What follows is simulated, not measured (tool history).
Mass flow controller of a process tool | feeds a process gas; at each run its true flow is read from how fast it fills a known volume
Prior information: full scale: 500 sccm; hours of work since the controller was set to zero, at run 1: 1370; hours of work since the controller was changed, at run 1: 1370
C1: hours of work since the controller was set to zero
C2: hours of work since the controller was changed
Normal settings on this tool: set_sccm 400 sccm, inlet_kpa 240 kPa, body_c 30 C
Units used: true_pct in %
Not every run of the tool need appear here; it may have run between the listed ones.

{"run": 1, "hour": 0.0, "set_sccm": 400, "inlet_kpa": 240, "body_c": 30, "C1": 1370, "C2": 1370, "true_pct": 99.56}
{"run": 2, "hour": 248.5, "set_sccm": 400, "inlet_kpa": 240, "body_c": 28, "C1": 1565, "C2": 1565, "true_pct": 99.5}
{"run": 3, "hour": 462.6, "set_sccm": 400, "inlet_kpa": 240, "body_c": 28, "C1": 1734, "C2": 1734, "true_pct": 99.56}
{"run": 4, "hour": 728.0, "set_sccm": 400, "inlet_kpa": 240, "body_c": 28, "C1": 1943, "C2": 1943, "true_pct": 99.54}
{"run": 5, "hour": 975.1, "set_sccm": 400, "inlet_kpa": 240, "body_c": 28, "C1": 2137, "C2": 2137, "true_pct": 99.55}
{"run": 6, "hour": 1181.9, "set_sccm": 373, "inlet_kpa": 240, "body_c": 30, "C1": 2300, "C2": 2300, "true_pct": 99.23}
{"run": 7, "hour": 1361.1, "set_sccm": 400, "inlet_kpa": 240, "body_c": 30, "C1": 2441, "C2": 2441, "true_pct": 99.38}
{"run": 8, "hour": 1660.4, "set_sccm": 400, "inlet_kpa": 240, "body_c": 33, "C1": 2676, "C2": 2676, "true_pct": 99.12}
{"run": 9, "hour": 1920.9, "set_sccm": 400, "inlet_kpa": 240, "body_c": 33, "C1": 2881, "C2": 2881, "true_pct": 99.15}
{"run": 10, "hour": 2163.3, "set_sccm": 400, "inlet_kpa": 240, "body_c": 33, "C1": 3072, "C2": 3072, "true_pct": 99.29}
{"run": 11, "hour": 2372.0, "set_sccm": 400, "inlet_kpa": 240, "body_c": 33, "C1": 3236, "C2": 3236, "true_pct": 99.12}

Run 12, settings as shown, results not yet in. Your forecast:
{"run": 12, "hour": 2738.2, "set_sccm": 231, "inlet_kpa": 240, "body_c": 30, "C1": 3525, "C2": 3525, "true_pct": "?"}

true_pct: 98.53 %
Take away the tool's hidden state, keep the run-to-run variation as it was, and the same run would have given true_pct 99.80 %.

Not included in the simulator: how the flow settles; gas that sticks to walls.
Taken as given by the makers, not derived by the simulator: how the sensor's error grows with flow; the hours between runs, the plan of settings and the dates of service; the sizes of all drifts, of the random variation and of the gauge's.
